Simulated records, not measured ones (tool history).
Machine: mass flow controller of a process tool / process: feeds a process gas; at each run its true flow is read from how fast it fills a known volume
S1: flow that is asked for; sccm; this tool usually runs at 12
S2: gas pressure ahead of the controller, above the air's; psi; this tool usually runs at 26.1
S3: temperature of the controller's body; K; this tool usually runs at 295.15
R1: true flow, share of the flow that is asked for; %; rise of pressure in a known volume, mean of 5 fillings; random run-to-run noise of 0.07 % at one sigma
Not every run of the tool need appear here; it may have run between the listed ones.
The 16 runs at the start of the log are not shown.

run    hour  S1    S2      S3      R1
 17  2106.2  12  26.1  295.15   99.47
 18  2222.1  12  26.1  295.15   99.66
 19  2316.8  12  26.1  295.15   99.66
 20  2427.5   9  36.8  293.15   99.53
 21  2552.6  12  26.1  299.15   99.45
 22    2721  12  26.1  299.15   99.47
 23  2837.3  17  26.1  302.15   99.92
 24  3029.1  17  26.1  302.15   99.96
 25  3207.4  12  26.1  303.15   99.41
     3220.1  -- controller's zero set anew
 26  3334.2   8  30.5  295.15   99.71
 27  3483.2   8  24.1  297.15   99.54
 28  3659.3   4  30.9  295.15   100.5
 29  3769.4   4  25.1  295.15  100.56
 30  3931.4   4  25.1  295.15  100.61
 31  4116.7   4  25.1  295.15  100.73
 32  4223.9  19  27.8  298.15  100.63
     4409.3  -- controller's zero set anew, once more
 33  4423.7  10  26.1  304.15   98.58
 34  4538.1  14  26.1  296.15   99.53
 35    4728   3  26.3  304.15   97.85
 36  4846.5   3  26.3  304.15   97.75
 37  5037.7   8  26.1  295.15   98.92
 38    5151  13  26.1  295.15   99.54

Consider 3 possible next runs. They are alternatives, not a sequence: every one starts from the tool as it was left by run 38. What does each give?
  A  5301.9   5  35.5  305.15   ?
  B  5301.9  13  34.8  295.15   ?
  C  5301.9  13  26.1  295.15   ?

run     R1
  A  98.36
  B  99.67
  C  99.59
With the hidden condition removed and each run's random variation left untouched, the same runs would have given:
run     R1
  A  97.64
  B  99.17
  C   99.1
